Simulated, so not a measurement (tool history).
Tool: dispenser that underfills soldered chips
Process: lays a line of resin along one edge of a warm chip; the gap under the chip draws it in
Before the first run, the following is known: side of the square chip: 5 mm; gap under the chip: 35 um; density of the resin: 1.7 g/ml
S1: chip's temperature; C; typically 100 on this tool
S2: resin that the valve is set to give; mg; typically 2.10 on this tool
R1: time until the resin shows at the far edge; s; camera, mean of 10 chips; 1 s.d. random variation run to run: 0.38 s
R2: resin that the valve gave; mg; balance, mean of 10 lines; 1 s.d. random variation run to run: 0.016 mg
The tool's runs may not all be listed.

run   hour   S1    S2    R1    R2
  1    0.0  100  2.10  33.9  1.98
       5.4  -- new syringe of resin
  2   10.7  100  2.10  31.0  1.94
      17.5  -- new syringe of resin
      21.0  -- dispensing valve cleaned and set on the balance
  3   24.2   85  2.10  49.8  2.11
      31.2  -- new syringe of resin
  4   34.3   85  2.10  44.6  2.07
      43.4  -- new syringe of resin
  5   43.4  100  2.10  24.3  2.08
      55.8  -- new syringe of resin
  6   57.5  100  2.10  25.5  2.06
      67.9  -- new syringe of resin
  7   72.0  100  2.10  28.4  2.06
      80.2  -- new syringe of resin
  8   81.1  100  2.10  25.3  2.02
      92.9  -- new syringe of resin
  9   94.4  100  2.38  24.9  2.25
     105.8  -- new syringe of resin
 10  108.3  100  2.14  26.7  2.04
     117.9  -- new syringe of resin
 11  120.9  100  2.14  29.0  2.00
     131.2  -- new syringe of resin
     133.1  -- dispensing valve cleaned and set on the balance
 12  135.5  100  2.14  27.8  2.15
 13  143.5  100  2.14  40.6  2.16
     145.0  -- new syringe of resin
     157.3  -- new syringe of resin
 14  158.2  100  2.14  25.6  2.11
     170.2  -- new syringe of resin
 15  170.8  100  2.14  25.3  2.10
     182.6  -- new syringe of resin
 16  182.6  100  2.14  24.1  2.06
     194.8  -- new syringe of resin
 17  197.9  100  2.14  28.9  2.06
     207.6  -- new syringe of resin
 18  211.2  100  2.37  28.5  2.24
 19  217.5   97  2.40  42.0  2.27
     220.4  -- new syringe of resin
     233.0  -- new syringe of resin
 20  233.0   88  1.96  37.8  1.85
     244.4  -- dispensing valve cleaned and set on the balance
 21  244.4  111  2.65  27.7  2.65
     246.8  -- new syringe of resin
 22  257.5  103  2.22  36.7  2.20
     259.8  -- new syringe of resin
 23  267.9  103  2.22  32.6  2.20
     272.1  -- new syringe of resin
 24  278.5   98  1.83  36.0  1.82
     284.2  -- new syringe of resin
 25  289.1   98  1.83  33.5  1.79
     296.4  -- new syringe of resin
 26  297.8   95  2.01  31.6  1.94
     302.9  -- stage's temperature calibrated
     310.8  -- new syringe of resin
 27  312.2   92  2.20  31.4  2.13
     323.8  -- new syringe of resin
 28  325.3   92  2.20  31.8  2.11
 29  335.2  108  2.54  29.3  2.38
     336.8  -- new syringe of resin
     349.1  -- new syringe of resin
 30  350.4   87  2.50  38.0  2.37
     357.2  -- dispensing valve cleaned and set on the balance
     362.9  -- new syringe of resin
 31  363.4   86  2.40  36.0  2.39
     375.3  -- new syringe of resin
 32  376.7  107  2.26  19.6  2.21
 33  386.0  109  1.96  29.4  1.95
     388.7  -- new syringe of resin
 34  395.0  109  1.96  24.2  1.92
     401.4  -- new syringe of resin
 35  403.7   94  2.10  30.9  2.04

A few steps of R1 between consecutive runs. Split each: what settings, incoming material and random variation would produce without the hidden state, and what is left over for the hidden state, along with gauge scatter present in only one of the two compared results (measured, and without hidden state):
Hidden conditions of the tool in this case: resin's viscosity, % of fresh resin's; dose that the valve gives, % of what is set; true chip temperature over the reading, C; drift of the gauge itself on fill_s, %; drift of the gauge itself on given_mg, %.
Run 2 -> 3: S1 100 -> 85, new syringe of resin, dispensing valve cleaned and set on the balance. R1 +18.8 s: hidden state +5.2, all else +13.6.
Run 4 -> 5: S1 85 -> 100, new syringe of resin. R1 -20.3 s: hidden state -6.5, all else -13.8.
Run 12 -> 13: no setting changed, nothing entered. R1 +12.8 s: hidden state +12.1, all else +0.7.
Run 13 -> 14: new syringe of resin, new syringe of resin. R1 -15.0 s: hidden state -14.7, all else -0.3.
Run 19 -> 20: S1 97 -> 88, S2 2.40 -> 1.96, new syringe of resin, new syringe of resin. R1 -4.2 s: hidden state -13.1, all else +8.9.
Run 31 -> 32: S1 86 -> 107, S2 2.40 -> 2.26, new syringe of resin. R1 -16.4 s: hidden state +0.5, all else -16.9.
